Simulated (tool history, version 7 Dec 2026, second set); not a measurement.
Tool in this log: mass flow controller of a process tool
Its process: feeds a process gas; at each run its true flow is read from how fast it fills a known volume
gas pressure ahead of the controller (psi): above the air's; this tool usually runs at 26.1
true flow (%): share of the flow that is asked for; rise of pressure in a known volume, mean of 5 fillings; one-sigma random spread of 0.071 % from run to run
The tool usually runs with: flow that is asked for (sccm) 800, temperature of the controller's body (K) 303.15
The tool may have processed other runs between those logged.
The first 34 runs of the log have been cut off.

run	hour	flow that is asked for (sccm)	gas pressure ahead of the controller (psi)	temperature of the controller's body (K)	hours of work since the controller was set to zero	hours of work since the controller was changed	true flow (%)
35	6253.6	190	24.9	298.15	3168	8603	93.66
36	6473.7	190	24.9	298.15	3331	8765	93.44
37	6609.8	190	28.4	298.15	3431	8866	93.37
38	6856	519	33.9	295.15	3613	9047	95.43
39	7100.5	847	28.3	304.15	3793	9228	97.18
40	7213.4	158	30.6	294.15	3876	9311	92.24
41	7477.6	158	30.6	294.15	4071	9506	92.12
42	7724.3	158	30.6	294.15	4253	9688	91.98
43	7896.9	892	25.7	311.15	4380	9815	97.39

What if the next run were any one of these 5? Each begins from the tool's condition after run 43:
A	8147.7	892	37.4	311.15	4565	10000	?
B	8147.7	892	24.1	298.15	4565	10000	?
C	8147.7	800	37.6	300.15	4565	10000	?
D	8147.7	800	26.1	296.15	4565	10000	?
E	8147.7	585	30.2	303.15	4565	10000	?

run	true flow (%)
A	97.15
B	97
C	96.3
D	96.42
E	95.68
Take away the tool's hidden state, keep each run's random variation, and the runs would have read:
run	true flow (%)
A	99.98
B	99.83
C	99.19
D	99.31
E	98.79

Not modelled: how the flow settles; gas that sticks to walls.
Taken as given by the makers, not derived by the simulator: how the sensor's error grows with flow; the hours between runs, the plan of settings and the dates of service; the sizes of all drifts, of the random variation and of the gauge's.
